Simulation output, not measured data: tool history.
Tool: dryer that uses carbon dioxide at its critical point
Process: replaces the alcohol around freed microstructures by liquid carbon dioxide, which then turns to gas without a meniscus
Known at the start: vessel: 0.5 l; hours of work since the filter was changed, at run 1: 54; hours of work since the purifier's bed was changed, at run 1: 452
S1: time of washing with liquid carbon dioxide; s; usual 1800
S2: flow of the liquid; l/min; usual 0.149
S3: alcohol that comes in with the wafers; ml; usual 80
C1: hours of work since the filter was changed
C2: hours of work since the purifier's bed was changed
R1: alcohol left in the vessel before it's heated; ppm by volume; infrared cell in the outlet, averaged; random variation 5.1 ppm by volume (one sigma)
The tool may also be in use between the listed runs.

| run | hour | S1 | S2 | S3 | C1 | C2 | R1 |
|---|---|---|---|---|---|---|---|
| 1 | 0 | 1800 | 0.149 | 80 | 54 | 452 | 105 |
| 2 | 30.1 | 1800 | 0.149 | 80 | 66 | 464 | 131 |
| 3 | 54.7 | 1800 | 0.149 | 80 | 76 | 474 | 120 |
| 4 | 99.6 | 1800 | 0.149 | 80 | 94 | 492 | 127 |
| 5 | 139.4 | 1800 | 0.149 | 80 | 110 | 508 | 134 |
| 6 | 163.5 | 1800 | 0.149 | 22 | 119 | 517 | 74 |
| 7 | 190 | 1800 | 0.166 | 80 | 130 | 528 | 105 |
| 8 | 224.4 | 1800 | 0.166 | 80 | 144 | 542 | 93 |
| 9 | 243.9 | 1800 | 0.149 | 80 | 152 | 549 | 155 |
| 10 | 285.4 | 1800 | 0.149 | 80 | 168 | 566 | 163 |
| 11 | 317.3 | 1800 | 0.149 | 80 | 181 | 579 | 158 |
| 12 | 361.4 | 1800 | 0.149 | 80 | 199 | 597 | 191 |
| 13 | 383.1 | 1980 | 0.149 | 80 | 207 | 605 | 124 |
| 14 | 403.7 | 1800 | 0.149 | 79 | 216 | 614 | 201 |
| 15 | 444.6 | 1800 | 0.149 | 79 | 232 | 630 | 189 |
| 16 | 487.5 | 1800 | 0.149 | 79 | 249 | 647 | 220 |
|  | 492.2 | inlet filter changed |
| 17 | 509.5 | 1800 | 0.126 | 79 | 7 | 656 | 240 |
| 18 | 541 | 1800 | 0.126 | 79 | 20 | 668 | 242 |
| 19 | 579.3 | 1800 | 0.126 | 89 | 35 | 684 | 296 |
| 20 | 621.6 | 1800 | 0.149 | 80 | 52 | 701 | 129 |
| 21 | 664.7 | 1800 | 0.149 | 80 | 69 | 718 | 143 |
| 22 | 685.7 | 1800 | 0.149 | 80 | 78 | 726 | 148 |
| 23 | 730.7 | 1800 | 0.149 | 100 | 96 | 744 | 171 |
| 24 | 754.5 | 1200 | 0.105 | 105 | 105 | 754 | 5895 |
| 25 | 797.4 | 2700 | 0.139 | 54 | 122 | 771 | 85 |
| 26 | 841.1 | 1800 | 0.21 | 111 | 140 | 789 | 86 |
| 27 | 871.4 | 1800 | 0.121 | 21 | 152 | 801 | 176 |
| 28 | 892.2 | 1800 | 0.121 | 21 | 161 | 809 | 178 |
| 29 | 912.9 | 1200 | 0.115 | 110 | 169 | 818 | 5124 |
| 30 | 946.2 | 2220 | 0.138 | 50 | 182 | 831 | 106 |
| 31 | 983.1 | 1260 | 0.189 | 47 | 197 | 846 | 264 |
| 32 | 1008.9 | 1140 | 0.204 | 48 | 207 | 856 | 310 |
| 33 | 1055.6 | 1320 | 0.204 | 48 | 226 | 875 | 169 |
| 34 | 1082.3 | 1200 | 0.089 | 70 | 237 | 885 | 8237 |
|  | 1119 | inlet filter changed |
| 35 | 1127.1 | 1200 | 0.089 | 70 | 3 | 903 | 5363 |
| 36 | 1147.5 | 1320 | 0.109 | 68 | 11 | 911 | 1861 |
| 37 | 1167.3 | 1800 | 0.151 | 80 | 19 | 919 | 134 |
| 38 | 1210.8 | 1800 | 0.151 | 26 | 37 | 937 | 111 |
| 39 | 1234.7 | 1800 | 0.149 | 58 | 46 | 946 | 135 |
| 40 | 1254.2 | 1800 | 0.149 | 58 | 54 | 954 | 132 |
| 41 | 1274.6 | 2400 | 0.1 | 23 | 62 | 962 | 140 |
| 42 | 1312.4 | 1800 | 0.104 | 80 | 78 | 977 | 782 |
| 43 | 1334.7 | 1800 | 0.203 | 21 | 87 | 986 | 99 |
| 44 | 1358.4 | 1800 | 0.203 | 21 | 96 | 996 | 94 |
| 45 | 1381.9 | 1800 | 0.203 | 21 | 105 | 1005 | 97 |
| 46 | 1406.4 | 1800 | 0.238 | 108 | 115 | 1015 | 92 |

Some steps in R1 between neighbouring runs. How much of each would the tool show without its hidden state too (settings, what came in, random variation), and how much is left for the hidden state, with any gauge scatter that isn't in both results?
The hidden state here: flow that reaches the vessel past the clogged filter, %; alcohol in the recycled carbon dioxide, ppm; drift of the gauge itself on alcohol_ppm, %.
Run 23 -> 24: S1 1800 -> 1200, S2 0.149 -> 0.105, S3 100 -> 105. R1 +5724 ppm by volume: hidden state +1234, all else +4490.
Run 24 -> 25: S1 1200 -> 2700, S2 0.105 -> 0.139, S3 105 -> 54. R1 -5810 ppm by volume: hidden state -1267, all else -4543.
Run 29 -> 30: S1 1200 -> 2220, S2 0.115 -> 0.138, S3 110 -> 50. R1 -5018 ppm by volume: hidden state -1672, all else -3346.
Run 33 -> 34: S1 1320 -> 1200, S2 0.204 -> 0.089, S3 48 -> 70. R1 +8068 ppm by volume: hidden state +2819, all else +5249.
Run 34 -> 35: inlet filter changed. R1 -2874 ppm by volume: hidden state -2810, all else -64.
